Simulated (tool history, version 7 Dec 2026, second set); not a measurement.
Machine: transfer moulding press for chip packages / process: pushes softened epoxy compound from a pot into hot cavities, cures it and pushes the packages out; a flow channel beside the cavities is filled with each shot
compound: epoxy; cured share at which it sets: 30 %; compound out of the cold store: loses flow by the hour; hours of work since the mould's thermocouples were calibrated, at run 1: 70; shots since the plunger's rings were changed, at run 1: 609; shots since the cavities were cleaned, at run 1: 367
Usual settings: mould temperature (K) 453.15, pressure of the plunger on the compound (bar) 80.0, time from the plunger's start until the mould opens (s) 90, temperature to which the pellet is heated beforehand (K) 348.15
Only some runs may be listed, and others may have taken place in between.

run   hour  mould temperature (K)  pressure of the plunger on the compound (bar)  time from the plunger's start until the mould opens (s)  temperature to which the pellet is heated beforehand (K)  hours of work since the mould's thermocouples were calibrated  shots since the plunger's rings were changed  shots since the cavities were cleaned  incoming compound's hours out of the cold store  length that the compound runs in the flow channel (mm)  greatest force on the pins that push the packages out (N)
  1    0.0                 453.15                                           80.0                                                       90                                                    348.15                                                             70                                           609                                    367                                             37.9                                                     517                                                        486
  2    4.7                 453.15                                           80.0                                                       90                                                    348.15                                                             72                                           646                                    404                                             20.9                                                     577                                                        507
  3   12.3                 453.15                                           80.0                                                       90                                                    348.15                                                             76                                           707                                    465                                              8.4                                                     624                                                        486
  4   17.2                 453.15                                           80.0                                                       90                                                    348.15                                                             78                                           745                                    503                                             24.8                                                     561                                                        500
  5   25.6                 453.15                                           80.0                                                       90                                                    348.15                                                             82                                           811                                    569                                             12.7                                                     605                                                        515
  6   30.9                 453.15                                           80.0                                                      108                                                    348.15                                                             84                                           853                                    611                                             23.5                                                     566                                                        444
  7   35.8                 453.15                                           80.0                                                       90                                                    348.15                                                             86                                           891                                    649                                             47.9                                                     486                                                        477
  8   39.4                 453.15                                           80.0                                                       90                                                    348.15                                                             88                                           920                                    678                                             36.7                                                     518                                                        478
  9   47.6                 453.15                                           80.0                                                       90                                                    348.15                                                             91                                           984                                    742                                             38.1                                                     514                                                        484
      57.4  -- cavities cleaned with cleaning compound and waxed
 10   57.4                 453.15                                           80.0                                                       90                                                    348.15                                                             95                                          1050                                      0                                             22.7                                                     570                                                        508
 11   61.6                 453.15                                           80.0                                                       90                                                    351.15                                                             97                                          1083                                     33                                             19.4                                                     578                                                        504
 12   68.5                 453.15                                           80.0                                                       90                                                    351.15                                                            100                                          1137                                     87                                             37.1                                                     520                                                        486
 13   73.6                 453.15                                           80.0                                                       90                                                    351.15                                                            102                                          1178                                    128                                             17.2                                                     585                                                        513
 14   80.9                 453.15                                           80.0                                                       90                                                    351.15                                                            106                                          1235                                    185                                             31.8                                                     534                                                        491
 15   88.2                 456.15                                           68.9                                                      128                                                    348.15                                                            109                                          1293                                    243                                             20.3                                                     529                                                        428
 16   96.1                 456.15                                           68.9                                                      128                                                    348.15                                                            112                                          1355                                    305                                             22.5                                                     522                                                        424
 17  101.7                 453.15                                           80.0                                                      109                                                    348.15                                                            115                                          1399                                    349                                             29.5                                                     544                                                        448
 18  106.1                 453.15                                           80.0                                                      109                                                    348.15                                                            117                                          1434                                    384                                             12.6                                                     608                                                        434
 19  112.5                 454.15                                           80.0                                                      109                                                    352.15                                                            120                                          1484                                    434                                             38.4                                                     512                                                        427
 20  119.4                 454.15                                           80.0                                                      109                                                    346.15                                                            123                                          1539                                    489                                             33.0                                                     531                                                        419
 21  127.3                 449.15                                           65.1                                                       74                                                    357.15                                                            126                                          1601                                    551                                             37.0                                                     477                                                        847
 22  131.7                 449.15                                           80.3                                                      113                                                    348.15                                                            128                                          1636                                    586                                             36.1                                                     529                                                        459
 23  140.7                 455.15                                           79.3                                                      120                                                    340.15                                                            132                                          1707                                    657                                             17.9                                                     579                                                        432
 24  148.8                 455.15                                           79.3                                                      120                                                    340.15                                                            136                                          1771                                    721                                             34.6                                                     520                                                        443
 25  154.2                 451.15                                           80.0                                                       90                                                    340.15                                                            138                                          1813                                    763                                             32.2                                                     539                                                        540
     161.7  -- cavities cleaned with cleaning compound and waxed
 26  162.8                 453.15                                           99.0                                                      124                                                    348.15                                                            141                                          1869                                      9                                             35.0                                                     584                                                        419
 27  167.6                 453.15                                           99.0                                                      124                                                    348.15                                                            144                                          1907                                     47                                             14.5                                                     665                                                        437
 28  173.9                 453.15                                           99.0                                                       75                                                    355.15                                                            146                                          1957                                     97                                             39.4                                                     566                                                        657

Hidden condition of the tool, last listed run before each entry between runs versus first listed run after:
Run 9 -> run 10: cavities cleaned with cleaning compound and waxed (hour 57.4)
  grip of the stained cavities, % over clean ones': 1.3 -> 0.1
Run 25 -> run 26: cavities cleaned with cleaning compound and waxed (hour 161.7)
  grip of the stained cavities, % over clean ones': 1.4 -> 0.1
